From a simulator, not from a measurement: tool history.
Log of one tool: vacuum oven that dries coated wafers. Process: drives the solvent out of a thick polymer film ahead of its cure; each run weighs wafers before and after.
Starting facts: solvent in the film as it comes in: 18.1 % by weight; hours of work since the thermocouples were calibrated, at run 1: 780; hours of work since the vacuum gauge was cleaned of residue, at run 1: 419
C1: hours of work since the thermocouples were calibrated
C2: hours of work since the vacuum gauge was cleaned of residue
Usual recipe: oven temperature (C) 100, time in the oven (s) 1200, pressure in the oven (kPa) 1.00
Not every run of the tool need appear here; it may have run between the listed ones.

{"run": 1, "hour": 0.0, "oven temperature (C)": 100, "time in the oven (s)": 1200, "pressure in the oven (kPa)": 1.0, "C1": 780, "C2": 419, "solvent left in the film (%)": 2.94}
{"run": 2, "hour": 18.6, "oven temperature (C)": 100, "time in the oven (s)": 1200, "pressure in the oven (kPa)": 1.0, "C1": 791, "C2": 431, "solvent left in the film (%)": 2.97}
{"run": 3, "hour": 35.9, "oven temperature (C)": 97, "time in the oven (s)": 1200, "pressure in the oven (kPa)": 1.0, "C1": 801, "C2": 441, "solvent left in the film (%)": 3.71}
{"run": 4, "hour": 51.4, "oven temperature (C)": 97, "time in the oven (s)": 1200, "pressure in the oven (kPa)": 1.0, "C1": 811, "C2": 450, "solvent left in the film (%)": 3.7}
{"run": 5, "hour": 62.1, "oven temperature (C)": 100, "time in the oven (s)": 1560, "pressure in the oven (kPa)": 1.0, "C1": 817, "C2": 457, "solvent left in the film (%)": 1.97}
{"run": 6, "hour": 84.7, "oven temperature (C)": 100, "time in the oven (s)": 1200, "pressure in the oven (kPa)": 1.0, "C1": 830, "C2": 470, "solvent left in the film (%)": 2.92}
{"run": 7, "hour": 105.7, "oven temperature (C)": 100, "time in the oven (s)": 1200, "pressure in the oven (kPa)": 0.69, "C1": 843, "C2": 483, "solvent left in the film (%)": 2.86}
{"run": 8, "hour": 131.6, "oven temperature (C)": 100, "time in the oven (s)": 720, "pressure in the oven (kPa)": 1.0, "C1": 859, "C2": 498, "solvent left in the film (%)": 5.41}
{"run": 9, "hour": 154.9, "oven temperature (C)": 100, "time in the oven (s)": 720, "pressure in the oven (kPa)": 1.0, "C1": 873, "C2": 512, "solvent left in the film (%)": 5.37}

Run 10, settings as shown, results not yet in. Your forecast:
{"run": 10, "hour": 170.0, "oven temperature (C)": 114, "time in the oven (s)": 720, "pressure in the oven (kPa)": 1.21, "C1": 882, "C2": 521, "solvent left in the film (%)": "?"}

solvent left in the film (%): 1.88
Had the tool carried no hidden state, the very same run would have given solvent left in the film (%) 1.99.
